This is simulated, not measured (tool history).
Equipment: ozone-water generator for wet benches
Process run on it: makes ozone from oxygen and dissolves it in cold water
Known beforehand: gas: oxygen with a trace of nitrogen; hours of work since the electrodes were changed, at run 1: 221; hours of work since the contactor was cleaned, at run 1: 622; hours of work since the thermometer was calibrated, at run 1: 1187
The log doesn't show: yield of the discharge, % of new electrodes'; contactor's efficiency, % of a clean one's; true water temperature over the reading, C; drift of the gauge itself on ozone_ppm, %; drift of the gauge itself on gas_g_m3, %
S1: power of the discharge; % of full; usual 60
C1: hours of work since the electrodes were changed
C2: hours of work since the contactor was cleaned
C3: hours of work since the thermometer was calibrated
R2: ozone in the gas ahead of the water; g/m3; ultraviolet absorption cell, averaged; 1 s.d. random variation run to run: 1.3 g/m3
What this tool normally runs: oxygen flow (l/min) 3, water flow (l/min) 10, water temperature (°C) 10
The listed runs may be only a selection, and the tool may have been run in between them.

run 1 day=0 | S1=60 oxygen_flow_(l/min)=3 water_flow_(l/min)=10 water_temperature_(°C)=10 | C1=221 C2=622 C3=1187 | dissolved_ozone_(ppm)=34.9 R2=241.6
run 2 day=1.804 | S1=60 oxygen_flow_(l/min)=3 water_flow_(l/min)=10 water_temperature_(°C)=10 | C1=249 C2=651 C3=1216 | dissolved_ozone_(ppm)=34.7 R2=241.3
run 3 day=2.683 | S1=60 oxygen_flow_(l/min)=3 water_flow_(l/min)=10 water_temperature_(°C)=10 | C1=263 C2=664 C3=1229 | dissolved_ozone_(ppm)=34.4 R2=237.7
run 4 day=4.321 | S1=60 oxygen_flow_(l/min)=3.52 water_flow_(l/min)=10 water_temperature_(°C)=10 | C1=289 C2=690 C3=1255 | dissolved_ozone_(ppm)=34.2 R2=217.9
run 5 day=5.717 | S1=60 oxygen_flow_(l/min)=3.52 water_flow_(l/min)=10 water_temperature_(°C)=10 | C1=311 C2=712 C3=1277 | dissolved_ozone_(ppm)=33.7 R2=216.8
run 6 day=7.175 | S1=60 oxygen_flow_(l/min)=3.52 water_flow_(l/min)=10 water_temperature_(°C)=10 | C1=333 C2=735 C3=1300 | dissolved_ozone_(ppm)=34.7 R2=216.3
run 7 day=8.45 | S1=42 oxygen_flow_(l/min)=3 water_flow_(l/min)=10 water_temperature_(°C)=10 | C1=353 C2=755 C3=1320 | dissolved_ozone_(ppm)=28.9 R2=199.3
run 8 day=9.375 | S1=42 oxygen_flow_(l/min)=3 water_flow_(l/min)=10 water_temperature_(°C)=10 | C1=368 C2=769 C3=1334 | dissolved_ozone_(ppm)=28.4 R2=199.6
run 9 day=11.042 | S1=60 oxygen_flow_(l/min)=3 water_flow_(l/min)=7 water_temperature_(°C)=10 | C1=394 C2=795 C3=1360 | dissolved_ozone_(ppm)=43.9 R2=239.7
run 10 day=12.112 | S1=60 oxygen_flow_(l/min)=3 water_flow_(l/min)=10 water_temperature_(°C)=10 | C1=411 C2=812 C3=1377 | dissolved_ozone_(ppm)=34.7 R2=242
run 11 day=13.092 | S1=60 oxygen_flow_(l/min)=3 water_flow_(l/min)=10 water_temperature_(°C)=10 | C1=426 C2=827 C3=1392 | dissolved_ozone_(ppm)=34.2 R2=238.2
run 12 day=14.221 | S1=60 oxygen_flow_(l/min)=3 water_flow_(l/min)=10 water_temperature_(°C)=10 | C1=444 C2=845 C3=1410 | dissolved_ozone_(ppm)=34.3 R2=241.2
run 13 day=15.025 | S1=60 oxygen_flow_(l/min)=3 water_flow_(l/min)=10 water_temperature_(°C)=10 | C1=456 C2=858 C3=1423 | dissolved_ozone_(ppm)=34.4 R2=238.2
run 14 day=16.129 | S1=60 oxygen_flow_(l/min)=3 water_flow_(l/min)=10 water_temperature_(°C)=10 | C1=474 C2=875 C3=1440 | dissolved_ozone_(ppm)=34.3 R2=240.8
run 15 day=17.8 | S1=60 oxygen_flow_(l/min)=3 water_flow_(l/min)=10 water_temperature_(°C)=10 | C1=500 C2=901 C3=1466 | dissolved_ozone_(ppm)=34.2 R2=241.1
run 16 day=19.404 | S1=60 oxygen_flow_(l/min)=3 water_flow_(l/min)=10 water_temperature_(°C)=10 | C1=525 C2=926 C3=1491 | dissolved_ozone_(ppm)=34.2 R2=242.5
run 17 day=20.233 | S1=42 oxygen_flow_(l/min)=2.61 water_flow_(l/min)=13 water_temperature_(°C)=10 | C1=538 C2=939 C3=1504 | dissolved_ozone_(ppm)=23.7 R2=216.6
run 18 day=21.704 | S1=42 oxygen_flow_(l/min)=2.61 water_flow_(l/min)=13 water_temperature_(°C)=10 | C1=561 C2=962 C3=1527 | dissolved_ozone_(ppm)=23.4 R2=216.4
run 19 day=23.038 | S1=43 oxygen_flow_(l/min)=3 water_flow_(l/min)=10 water_temperature_(°C)=10 | C1=582 C2=983 C3=1548 | dissolved_ozone_(ppm)=28.8 R2=200.7
run 20 day=24.45 | S1=74 oxygen_flow_(l/min)=3.95 water_flow_(l/min)=9 water_temperature_(°C)=10 | C1=604 C2=1005 C3=1570 | dissolved_ozone_(ppm)=40.5 R2=226.4
run 21 day=25.842 | S1=74 oxygen_flow_(l/min)=3.95 water_flow_(l/min)=9 water_temperature_(°C)=10 | C1=625 C2=1027 C3=1592 | dissolved_ozone_(ppm)=40.3 R2=226.1
run 22 day=27.062 | S1=65 oxygen_flow_(l/min)=1.69 water_flow_(l/min)=16 water_temperature_(°C)=17 | C1=645 C2=1046 C3=1611 | dissolved_ozone_(ppm)=22.2 R2=360
run 23 day=28.738 | S1=51 oxygen_flow_(l/min)=1.64 water_flow_(l/min)=9 water_temperature_(°C)=17 | C1=671 C2=1072 C3=1637 | dissolved_ozone_(ppm)=31.6 R2=323.2
run 24 day=30.246 | S1=59 oxygen_flow_(l/min)=1.64 water_flow_(l/min)=9 water_temperature_(°C)=17 | C1=694 C2=1096 C3=1661 | dissolved_ozone_(ppm)=34.3 R2=350.9
run 25 day=31.571 | S1=58 oxygen_flow_(l/min)=1.8 water_flow_(l/min)=8 water_temperature_(°C)=14 | C1=715 C2=1116 C3=1681 | dissolved_ozone_(ppm)=38.8 R2=321.7
run 26 day=32.562 | S1=53 oxygen_flow_(l/min)=4.5 water_flow_(l/min)=7 water_temperature_(°C)=6 | C1=731 C2=1132 C3=1697 | dissolved_ozone_(ppm)=41 R2=175.7
run 27 day=33.758 | S1=47 oxygen_flow_(l/min)=4.48 water_flow_(l/min)=8 water_temperature_(°C)=14 | C1=749 C2=1151 C3=1716 | dissolved_ozone_(ppm)=30.2 R2=161.5
run 28 day=35.233 | S1=47 oxygen_flow_(l/min)=4.48 water_flow_(l/min)=8 water_temperature_(°C)=14 | C1=772 C2=1174 C3=1739 | dissolved_ozone_(ppm)=30.3 R2=163.4
run 29 day=36.675 | S1=47 oxygen_flow_(l/min)=4.48 water_flow_(l/min)=8 water_temperature_(°C)=14 | C1=795 C2=1196 C3=1761 | dissolved_ozone_(ppm)=30.5 R2=164.1
run 30 day=38.296 | S1=47 oxygen_flow_(l/min)=3 water_flow_(l/min)=10 water_temperature_(°C)=10 | C1=820 C2=1222 C3=1787 | dissolved_ozone_(ppm)=30 R2=209.5
run 31 day=39.3 | S1=50 oxygen_flow_(l/min)=1.57 water_flow_(l/min)=8 water_temperature_(°C)=6 | C1=836 C2=1237 C3=1802 | dissolved_ozone_(ppm)=38.2 R2=326.2
run 32 day=40.183 | S1=60 oxygen_flow_(l/min)=3.64 water_flow_(l/min)=6 water_temperature_(°C)=10 | C1=850 C2=1251 C3=1816 | dissolved_ozone_(ppm)=45.5 R2=212.4

3 ways to go on from here, each from the tool as it stands after run 32. What would each give?
run A day=41.975 | S1=60 oxygen_flow_(l/min)=1.56 water_flow_(l/min)=13 water_temperature_(°C)=7 | C1=878 C2=1279 C3=1844 | dissolved_ozone_(ppm)=? R2=?
run B day=41.975 | S1=60 oxygen_flow_(l/min)=3.64 water_flow_(l/min)=6 water_temperature_(°C)=16 | C1=878 C2=1279 C3=1844 | dissolved_ozone_(ppm)=? R2=?
run C day=41.975 | S1=60 oxygen_flow_(l/min)=2.44 water_flow_(l/min)=6 water_temperature_(°C)=10 | C1=878 C2=1279 C3=1844 | dissolved_ozone_(ppm)=? R2=?

run=A dissolved_ozone_(ppm)=27.3 R2=361.8
run=B dissolved_ozone_(ppm)=40.7 R2=211.2
run=C dissolved_ozone_(ppm)=48.6 R2=272.7
Take away the tool's hidden state, keep each run's random variation, and the runs would have read:
run=A dissolved_ozone_(ppm)=27.7 R2=363.3
run=B dissolved_ozone_(ppm)=41.3 R2=212.1
run=C dissolved_ozone_(ppm)=49.3 R2=273.8

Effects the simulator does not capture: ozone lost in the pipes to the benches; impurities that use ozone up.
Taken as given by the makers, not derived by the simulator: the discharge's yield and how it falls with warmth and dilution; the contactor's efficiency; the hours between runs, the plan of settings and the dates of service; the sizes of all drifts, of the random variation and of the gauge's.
